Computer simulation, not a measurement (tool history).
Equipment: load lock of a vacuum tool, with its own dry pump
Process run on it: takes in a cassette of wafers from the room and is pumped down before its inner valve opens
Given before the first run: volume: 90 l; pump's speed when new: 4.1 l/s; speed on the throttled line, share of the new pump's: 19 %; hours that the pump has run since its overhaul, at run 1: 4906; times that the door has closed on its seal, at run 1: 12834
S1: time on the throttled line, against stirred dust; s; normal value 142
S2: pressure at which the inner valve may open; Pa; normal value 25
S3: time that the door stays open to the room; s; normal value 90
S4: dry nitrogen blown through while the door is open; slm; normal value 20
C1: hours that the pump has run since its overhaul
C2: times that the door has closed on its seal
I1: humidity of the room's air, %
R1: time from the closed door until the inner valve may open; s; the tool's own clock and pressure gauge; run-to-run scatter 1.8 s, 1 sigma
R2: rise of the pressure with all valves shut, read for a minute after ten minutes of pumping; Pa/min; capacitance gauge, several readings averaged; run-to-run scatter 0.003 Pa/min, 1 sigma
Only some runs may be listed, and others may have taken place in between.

{"run": 1, "hour": 0.0, "S1": 142, "S2": 25, "S3": 90, "S4": 20, "C1": 4906, "C2": 12834, "I1": 49.3, "R1": 304.6, "R2": 0.22}
{"run": 2, "hour": 74.9, "S1": 183, "S2": 25, "S3": 90, "S4": 20, "C1": 4981, "C2": 12945, "I1": 48.6, "R1": 341.3, "R2": 0.222}
{"run": 3, "hour": 196.6, "S1": 183, "S2": 25, "S3": 90, "S4": 20, "C1": 5103, "C2": 13126, "I1": 44.6, "R1": 334.9, "R2": 0.229}
{"run": 4, "hour": 318.6, "S1": 142, "S2": 29, "S3": 90, "S4": 20, "C1": 5225, "C2": 13307, "I1": 43.8, "R1": 302.1, "R2": 0.237}
{"run": 5, "hour": 385.1, "S1": 142, "S2": 29, "S3": 90, "S4": 20, "C1": 5291, "C2": 13406, "I1": 42.6, "R1": 302, "R2": 0.223}
{"run": 6, "hour": 503.4, "S1": 142, "S2": 29, "S3": 90, "S4": 20, "C1": 5410, "C2": 13582, "I1": 42, "R1": 304.4, "R2": 0.232}
{"run": 7, "hour": 628.1, "S1": 142, "S2": 25, "S3": 90, "S4": 44, "C1": 5534, "C2": 13767, "I1": 44.5, "R1": 305.4, "R2": 0.228}
{"run": 8, "hour": 700.1, "S1": 142, "S2": 25, "S3": 90, "S4": 44, "C1": 5606, "C2": 13874, "I1": 43, "R1": 309.4, "R2": 0.234}
{"run": 9, "hour": 814.8, "S1": 142, "S2": 25, "S3": 90, "S4": 44, "C1": 5721, "C2": 14045, "I1": 45.1, "R1": 308.1, "R2": 0.235}
{"run": 10, "hour": 924.8, "S1": 142, "S2": 25, "S3": 90, "S4": 44, "C1": 5831, "C2": 14208, "I1": 42.9, "R1": 308.8, "R2": 0.237}
{"run": 11, "hour": 1025.8, "S1": 113, "S2": 25, "S3": 90, "S4": 44, "C1": 5932, "C2": 14358, "I1": 45.9, "R1": 287.9, "R2": 0.237}
{"run": 12, "hour": 1139.0, "S1": 113, "S2": 25, "S3": 90, "S4": 44, "C1": 6045, "C2": 14526, "I1": 46.1, "R1": 285, "R2": 0.248}
{"run": 13, "hour": 1235.6, "S1": 113, "S2": 25, "S3": 90, "S4": 44, "C1": 6142, "C2": 14670, "I1": 47.2, "R1": 285.9, "R2": 0.253}
{"run": 14, "hour": 1338.5, "S1": 123, "S2": 34, "S3": 96, "S4": 44, "C1": 6245, "C2": 14823, "I1": 47.1, "R1": 287.9, "R2": 0.254}
{"run": 15, "hour": 1451.9, "S1": 142, "S2": 46, "S3": 203, "S4": 23, "C1": 6358, "C2": 14992, "I1": 44.4, "R1": 297.7, "R2": 0.275}
{"run": 16, "hour": 1550.6, "S1": 142, "S2": 46, "S3": 203, "S4": 23, "C1": 6457, "C2": 15138, "I1": 45.9, "R1": 297.9, "R2": 0.281}
{"run": 17, "hour": 1623.5, "S1": 79, "S2": 24, "S3": 58, "S4": 23, "C1": 6530, "C2": 15247, "I1": 43.4, "R1": 261.9, "R2": 0.271}
{"run": 18, "hour": 1772.0, "S1": 222, "S2": 25, "S3": 90, "S4": 20, "C1": 6678, "C2": 15467, "I1": 46.7, "R1": 375, "R2": 0.279}
{"run": 19, "hour": 1865.1, "S1": 222, "S2": 25, "S3": 90, "S4": 20, "C1": 6771, "C2": 15606, "I1": 43.4, "R1": 369.4, "R2": 0.277}
{"run": 20, "hour": 1966.5, "S1": 222, "S2": 48, "S3": 90, "S4": 20, "C1": 6873, "C2": 15756, "I1": 40.7, "R1": 362, "R2": 0.288}
{"run": 21, "hour": 2061.6, "S1": 243, "S2": 25, "S3": 35, "S4": 15, "C1": 6968, "C2": 15898, "I1": 43.6, "R1": 386.1, "R2": 0.294}

What if the next run were any one of these 3? Each begins from the tool's condition after run 21:
{"run": "A", "hour": 2139.8, "S1": 243, "S2": 25, "S3": 87, "S4": 15, "C1": 7046, "C2": 16014, "I1": 43.1, "R1": "?", "R2": "?"}
{"run": "B", "hour": 2139.8, "S1": 142, "S2": 29, "S3": 122, "S4": 32, "C1": 7046, "C2": 16014, "I1": 43.1, "R1": "?", "R2": "?"}
{"run": "C", "hour": 2139.8, "S1": 243, "S2": 38, "S3": 35, "S4": 15, "C1": 7046, "C2": 16014, "I1": 40.9, "R1": "?", "R2": "?"}

run=A R1=392.8 R2=0.291
run=B R1=307.6 R2=0.288
run=C R1=380.6 R2=0.28
With the hidden condition removed and each run's random variation left untouched, the same runs would have given:
run=A R1=381.4 R2=0.028
run=B R1=294.5 R2=0.024
run=C R1=370 R2=0.017
